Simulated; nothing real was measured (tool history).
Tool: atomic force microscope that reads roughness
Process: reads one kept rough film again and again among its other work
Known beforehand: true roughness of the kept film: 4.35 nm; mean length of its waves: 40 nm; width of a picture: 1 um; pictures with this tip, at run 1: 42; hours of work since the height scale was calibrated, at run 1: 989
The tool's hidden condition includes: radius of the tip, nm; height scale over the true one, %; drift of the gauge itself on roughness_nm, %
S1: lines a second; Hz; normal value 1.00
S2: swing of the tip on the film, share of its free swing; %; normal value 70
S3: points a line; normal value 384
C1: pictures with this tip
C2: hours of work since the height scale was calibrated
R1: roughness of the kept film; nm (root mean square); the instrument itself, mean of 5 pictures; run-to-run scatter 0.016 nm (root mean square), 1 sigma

run    hour    S1  S2   S3   C1    C2     R1
  1     0.0  1.00  70  384   42   989  3.619
  2    30.3  1.00  70  384   78  1009  3.515
  3    86.2  1.00  70  750  145  1046  3.316
  4   125.7  1.00  74  384  191  1071  3.177
  5   171.0  1.00  74  384  245  1101  3.058
  6   195.9  0.69  70  384  275  1117  3.015
  7   248.8  0.69  70  384  338  1151  2.882
      275.3  -- new tip fitted
  8   286.6  0.69  70  384   13  1176  3.744
  9   322.6  1.00  70  384   56  1199  3.612
 10   367.0  1.00  70  384  109  1228  3.405
 11   395.0  1.00  70  384  143  1246  3.316
 12   432.5  1.00  70  384  187  1271  3.234
 13   467.7  1.00  87  384  229  1294  2.994
 14   518.1  1.00  87  384  289  1327  2.835
 15   558.0  1.00  87  384  336  1353  2.748
      585.8  -- new tip fitted
 16   606.8  1.00  87  275   25  1384  3.508
 17   652.6  1.00  87  275   79  1414  3.379
 18   686.4  1.00  70  384  120  1436  3.368
 19   711.5  1.00  70  384  150  1452  3.259
 20   766.0  1.00  70  384  214  1488  3.102
 21   790.6  1.00  70  384  244  1504  3.042
 22   814.8  1.21  70  384  272  1520  2.986
 23   843.1  1.21  70  773  306  1538  2.898
 24   875.1  1.21  70  773  344  1559  2.836
      894.0  -- new tip fitted
 25   931.0  1.00  70  384   44  1595  3.660
 26   984.1  1.00  70  384  107  1630  3.457
 27  1031.4  0.76  79  384  164  1660  3.251
 28  1056.6  0.76  79  384  194  1677  3.164
 29  1111.2  0.76  79  384  259  1712  3.020
 30  1140.0  0.52  70  384  293  1731  2.994
 31  1170.0  1.00  80  366  329  1751  2.818
     1201.9  -- new tip fitted
 32  1223.7  1.56  62  283   26  1785  3.680
 33  1262.9  0.71  66  808   73  1811  3.623
 34  1295.9  1.79  83  466  112  1832  3.180
 35  1347.0  1.00  90  327  173  1866  3.109
 36  1374.1  2.70  74  384  205  1883  2.975
 37  1425.1  2.70  74  384  266  1917  2.833
 38  1472.2  3.94  71  312  322  1947  2.650
     1502.6  -- height scale calibrated on a step standard
 39  1503.3  3.94  71  312  358     0  2.540
     1511.7  -- new tip fitted
 40  1538.2  0.55  68  384   32    23  3.646
 41  1593.2  2.87  62  571   97    59  3.355
 42  1639.4  1.18  62  315  152    89  3.230
 43  1668.1  1.18  62  315  186   107  3.136
 44  1712.1  1.18  62  315  239   136  3.020
 45  1735.7  1.18  62  315  267   152  2.953
 46  1771.0  1.18  76  510  309   175  2.807
 47  1806.7  1.06  83  265  351   198  2.670
     1822.7  -- new tip fitted
 48  1860.4  1.67  86  658   45   232  3.318
 49  1888.4  1.67  86  658   78   251  3.275
 50  1935.6  0.54  62  384  134   281  3.396
 51  1959.3  0.60  65  735  162   297  3.321
 52  1991.6  0.60  65  735  201   318  3.209

Below are 3 alternative next runs, each starting from the tool's condition after run 52. Predict each:
  A  2031.4  1.83  65  395  248  344   ?
  B  2031.4  0.51  62  735  248  344   ?
  C  2031.4  0.57  86  812  248  344   ?

run     R1
  A  2.998
  B  3.141
  C  3.026
What these runs would have given with no unlogged condition in the tool:
run     R1
  A  3.750
  B  3.925
  C  3.782
